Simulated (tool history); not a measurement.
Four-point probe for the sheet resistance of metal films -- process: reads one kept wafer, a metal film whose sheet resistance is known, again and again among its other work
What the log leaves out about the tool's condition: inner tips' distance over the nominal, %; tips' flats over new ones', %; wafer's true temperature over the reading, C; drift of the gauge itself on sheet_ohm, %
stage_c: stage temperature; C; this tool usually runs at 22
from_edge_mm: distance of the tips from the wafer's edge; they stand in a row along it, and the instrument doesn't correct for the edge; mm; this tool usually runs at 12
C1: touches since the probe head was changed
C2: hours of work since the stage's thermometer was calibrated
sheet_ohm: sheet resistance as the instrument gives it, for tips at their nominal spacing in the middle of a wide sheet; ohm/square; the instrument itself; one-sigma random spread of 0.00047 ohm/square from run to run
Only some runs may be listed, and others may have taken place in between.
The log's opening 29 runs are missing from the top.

run 30 hour=1094.1 | stage_c=25 from_edge_mm=15 | C1=48296 C2=78 | sheet_ohm=2.352944
run 31 hour=1142.8 | stage_c=22 from_edge_mm=7 | C1=49197 C2=100 | sheet_ohm=2.359163
run 32 hour=1187.4 | stage_c=25 from_edge_mm=56 | C1=50022 C2=121 | sheet_ohm=2.350828
run 33 hour=1235.8 | stage_c=21 from_edge_mm=22 | C1=50919 C2=143 | sheet_ohm=2.349296
run 34 hour=1273.2 | stage_c=21 from_edge_mm=22 | C1=51610 C2=161 | sheet_ohm=2.347571
run 35 hour=1313.4 | stage_c=21 from_edge_mm=22 | C1=52356 C2=179 | sheet_ohm=2.348902
run 36 hour=1363.6 | stage_c=21 from_edge_mm=22 | C1=53285 C2=203 | sheet_ohm=2.348446
run 37 hour=1395.7 | stage_c=30 from_edge_mm=12 | C1=53878 C2=217 | sheet_ohm=2.357
run 38 hour=1440.3 | stage_c=27 from_edge_mm=57 | C1=54704 C2=238 | sheet_ohm=2.351979
run 39 hour=1471.1 | stage_c=22 from_edge_mm=4 | C1=55274 C2=252 | sheet_ohm=2.378293
run 40 hour=1517.4 | stage_c=22 from_edge_mm=4 | C1=56131 C2=274 | sheet_ohm=2.379822
run 41 hour=1540.3 | stage_c=30 from_edge_mm=20 | C1=56556 C2=284 | sheet_ohm=2.354426
run 42 hour=1575.9 | stage_c=25 from_edge_mm=16 | C1=57215 C2=301 | sheet_ohm=2.351621
run 43 hour=1597.6 | stage_c=19 from_edge_mm=10 | C1=57616 C2=311 | sheet_ohm=2.350707
run 44 hour=1634 | stage_c=18 from_edge_mm=6 | C1=58290 C2=328 | sheet_ohm=2.358601

Each row is a separate what-if for the run after 44, all from the same tool condition, not one after another. Results?
run A hour=1674.7 | stage_c=21 from_edge_mm=40 | C1=59044 C2=347 | sheet_ohm=?
run B hour=1674.7 | stage_c=18 from_edge_mm=9 | C1=59044 C2=347 | sheet_ohm=?
run C hour=1674.7 | stage_c=18 from_edge_mm=18 | C1=59044 C2=347 | sheet_ohm=?
run D hour=1674.7 | stage_c=22 from_edge_mm=10 | C1=59044 C2=347 | sheet_ohm=?
run E hour=1674.7 | stage_c=26 from_edge_mm=6 | C1=59044 C2=347 | sheet_ohm=?

run=A sheet_ohm=2.346247
run=B sheet_ohm=2.351169
run=C sheet_ohm=2.345844
run=D sheet_ohm=2.351182
run=E sheet_ohm=2.364321
Stripped of hidden state, with their random variation kept, the same runs would have yielded:
run=A sheet_ohm=2.356167
run=B sheet_ohm=2.361109
run=C sheet_ohm=2.355763
run=D sheet_ohm=2.361122
run=E sheet_ohm=2.374312
